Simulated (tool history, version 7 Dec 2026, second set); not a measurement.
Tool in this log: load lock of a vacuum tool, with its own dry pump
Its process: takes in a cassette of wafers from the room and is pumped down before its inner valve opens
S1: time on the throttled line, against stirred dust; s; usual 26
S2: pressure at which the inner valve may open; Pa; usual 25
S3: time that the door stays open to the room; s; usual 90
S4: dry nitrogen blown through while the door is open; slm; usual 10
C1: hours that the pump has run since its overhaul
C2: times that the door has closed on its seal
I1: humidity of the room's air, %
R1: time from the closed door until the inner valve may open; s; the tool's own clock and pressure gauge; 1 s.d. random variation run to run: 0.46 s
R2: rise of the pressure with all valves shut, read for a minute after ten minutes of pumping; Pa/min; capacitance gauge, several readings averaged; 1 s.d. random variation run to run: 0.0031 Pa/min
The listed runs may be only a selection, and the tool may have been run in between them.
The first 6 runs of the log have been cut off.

{"run": 7, "hour": 590.7, "S1": 26, "S2": 25, "S3": 90, "S4": 10, "C1": 5968, "C2": 22752, "I1": 45.9, "R1": 60.7, "R2": 0.282}
{"run": 8, "hour": 741.6, "S1": 26, "S2": 25, "S3": 90, "S4": 10, "C1": 6119, "C2": 23457, "I1": 42.3, "R1": 60.3, "R2": 0.29}
{"run": 9, "hour": 865.7, "S1": 26, "S2": 25, "S3": 90, "S4": 10, "C1": 6243, "C2": 24035, "I1": 46.4, "R1": 59.2, "R2": 0.302}
{"run": 10, "hour": 945.1, "S1": 26, "S2": 25, "S3": 90, "S4": 10, "C1": 6322, "C2": 24406, "I1": 49.1, "R1": 60.1, "R2": 0.313}
{"run": 11, "hour": 1017.4, "S1": 26, "S2": 25, "S3": 90, "S4": 10, "C1": 6395, "C2": 24743, "I1": 45.4, "R1": 60.6, "R2": 0.309}
{"run": 12, "hour": 1157.3, "S1": 26, "S2": 25, "S3": 90, "S4": 10, "C1": 6534, "C2": 25396, "I1": 43.1, "R1": 59.5, "R2": 0.324}
{"run": 13, "hour": 1274.2, "S1": 22, "S2": 25, "S3": 90, "S4": 10, "C1": 6651, "C2": 25942, "I1": 45.0, "R1": 57.0, "R2": 0.334}
{"run": 14, "hour": 1432.7, "S1": 22, "S2": 25, "S3": 90, "S4": 10, "C1": 6810, "C2": 26681, "I1": 45.4, "R1": 56.9, "R2": 0.335}
{"run": 15, "hour": 1508.3, "S1": 22, "S2": 25, "S3": 90, "S4": 10, "C1": 6885, "C2": 27034, "I1": 42.6, "R1": 57.4, "R2": 0.347}
{"run": 16, "hour": 1651.2, "S1": 22, "S2": 25, "S3": 90, "S4": 10, "C1": 7028, "C2": 27701, "I1": 42.7, "R1": 57.5, "R2": 0.358}
{"run": 17, "hour": 1797.3, "S1": 22, "S2": 25, "S3": 90, "S4": 10, "C1": 7174, "C2": 28383, "I1": 47.2, "R1": 57.3, "R2": 0.365}
{"run": 18, "hour": 1890.6, "S1": 22, "S2": 25, "S3": 90, "S4": 10, "C1": 7268, "C2": 28818, "I1": 45.1, "R1": 57.0, "R2": 0.37}
{"run": 19, "hour": 2021.1, "S1": 22, "S2": 42, "S3": 38, "S4": 10, "C1": 7398, "C2": 29427, "I1": 43.0, "R1": 54.7, "R2": 0.338}
{"run": 20, "hour": 2142.9, "S1": 30, "S2": 28, "S3": 216, "S4": 8, "C1": 7520, "C2": 29995, "I1": 43.9, "R1": 62.7, "R2": 0.472}
{"run": 21, "hour": 2235.0, "S1": 34, "S2": 28, "S3": 216, "S4": 5, "C1": 7612, "C2": 30425, "I1": 47.5, "R1": 65.1, "R2": 0.495}

What does the tool deliver on the next run?
{"run": 22, "hour": 2323.3, "S1": 34, "S2": 44, "S3": 66, "S4": 7, "C1": 7700, "C2": 30837, "I1": 45.8, "R1": "?", "R2": "?"}

Run 22 measured R1 64.3 s, R2 0.394 Pa/min.
If the tool had no hidden condition, the same run with the same run-to-run variation would have returned R1 62.2 s, R2 0.067 Pa/min.
